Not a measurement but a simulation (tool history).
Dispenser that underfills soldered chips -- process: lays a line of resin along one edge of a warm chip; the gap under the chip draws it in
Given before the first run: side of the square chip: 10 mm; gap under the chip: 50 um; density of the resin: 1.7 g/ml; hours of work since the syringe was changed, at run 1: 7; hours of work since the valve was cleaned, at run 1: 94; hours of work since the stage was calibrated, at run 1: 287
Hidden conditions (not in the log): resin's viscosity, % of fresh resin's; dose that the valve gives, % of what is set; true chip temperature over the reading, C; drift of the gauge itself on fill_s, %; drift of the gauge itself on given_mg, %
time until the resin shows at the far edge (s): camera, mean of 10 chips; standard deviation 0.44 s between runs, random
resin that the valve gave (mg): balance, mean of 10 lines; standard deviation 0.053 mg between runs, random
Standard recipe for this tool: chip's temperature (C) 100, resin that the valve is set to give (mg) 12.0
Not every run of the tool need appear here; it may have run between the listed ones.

run,hour,chip's temperature (C),resin that the valve is set to give (mg),hours of work since the syringe was changed,hours of work since the valve was cleaned,hours of work since the stage was calibrated,time until the resin shows at the far edge (s),resin that the valve gave (mg)
1,0.0,100,12.0,7,94,287,49.5,11.47
# hour 6.1: dispensing valve cleaned and set on the balance
# hour 7.9: new syringe of resin
2,8.1,100,12.0,0,1,292,35.9,11.96
3,13.2,100,12.0,4,5,295,42.5,12.03
4,22.7,100,12.0,10,11,302,57.7,11.98
# hour 24.8: new syringe of resin
5,30.4,100,12.0,4,16,307,42.6,11.91
6,39.0,92,12.0,10,22,312,73.0,11.90
# hour 41.8: new syringe of resin
7,49.4,92,12.0,5,29,319,56.8,11.84
8,55.8,92,12.0,10,33,324,72.8,11.77
# hour 58.7: new syringe of resin
9,61.3,92,12.0,2,37,327,50.0,11.71
10,66.7,92,12.0,5,41,331,58.1,11.79
11,73.2,92,15.2,10,45,335,71.4,14.95
# hour 76.0: new syringe of resin
12,84.4,92,15.2,6,53,343,56.4,14.80
13,92.2,93,15.2,11,58,348,74.2,14.71
# hour 93.5: new syringe of resin
14,98.8,110,15.2,4,62,353,30.9,14.85
# hour 110.2: new syringe of resin
15,110.6,100,12.0,0,70,360,36.8,11.57
16,119.0,100,12.0,6,76,366,47.9,11.56
17,125.3,100,12.0,10,80,371,61.2,11.58
# hour 127.1: new syringe of resin
18,135.2,96,15.3,6,87,377,50.7,14.73
19,143.1,100,10.3,11,92,382,65.1,9.85
# hour 144.0: new syringe of resin
20,149.6,100,10.3,4,96,387,44.4,9.85
# hour 152.0: dispensing valve cleaned and set on the balance
21,156.5,97,11.6,8,3,391,57.5,11.61
# hour 162.4: new syringe of resin
22,167.0,86,13.4,3,10,398,61.2,13.21
23,176.4,86,13.4,10,16,404,85.8,13.30
# hour 179.6: new syringe of resin
24,187.2,107,11.4,5,24,411,38.3,11.24
25,194.3,107,11.4,10,29,416,50.6,11.16
# hour 196.4: new syringe of resin
26,200.8,94,11.0,3,33,420,50.7,10.84
27,210.3,85,12.4,10,39,427,92.3,12.17
# hour 213.2: new syringe of resin
28,220.8,99,11.7,5,46,434,48.2,11.49
29,225.9,99,11.7,9,50,437,57.3,11.46
# hour 230.1: new syringe of resin
30,232.8,102,10.9,2,54,442,37.5,10.57
31,240.8,100,14.8,7,60,447,50.6,14.39
# hour 247.1: new syringe of resin
32,250.6,100,14.8,2,66,454,38.9,14.30
33,260.3,101,15.1,9,73,460,54.1,14.63
# hour 264.5: new syringe of resin
34,272.0,94,12.1,5,81,468,54.8,11.61

Below, each run's measurement less what the same run would have read without the hidden state. Both values contain the same run-to-run variation, but the gauge's scatter may not be the same in both:
run,time until the resin shows at the far edge (s),resin that the valve gave (mg)
1,+17.2,-0.54
2,+2.5,-0.01
3,+9.4,-0.03
4,+25.7,-0.06
5,+10.0,-0.10
6,+31.9,-0.12
7,+16.5,-0.16
8,+31.4,-0.19
9,+7.6,-0.21
10,+17.6,-0.22
11,+32.0,-0.31
12,+17.1,-0.37
13,+34.7,-0.39
14,+7.3,-0.42
15,+3.8,-0.39
16,+16.2,-0.42
17,+28.7,-0.43
18,+15.3,-0.60
19,+31.3,-0.44
20,+11.1,-0.46
21,+21.7,-0.03
22,+12.9,-0.08
23,+37.0,-0.12
24,+11.6,-0.14
25,+22.9,-0.17
26,+11.7,-0.18
27,+41.7,-0.24
28,+14.3,-0.26
29,+23.7,-0.28
30,+6.5,-0.28
31,+18.6,-0.42
32,+7.7,-0.47
33,+23.1,-0.53
34,+17.0,-0.46
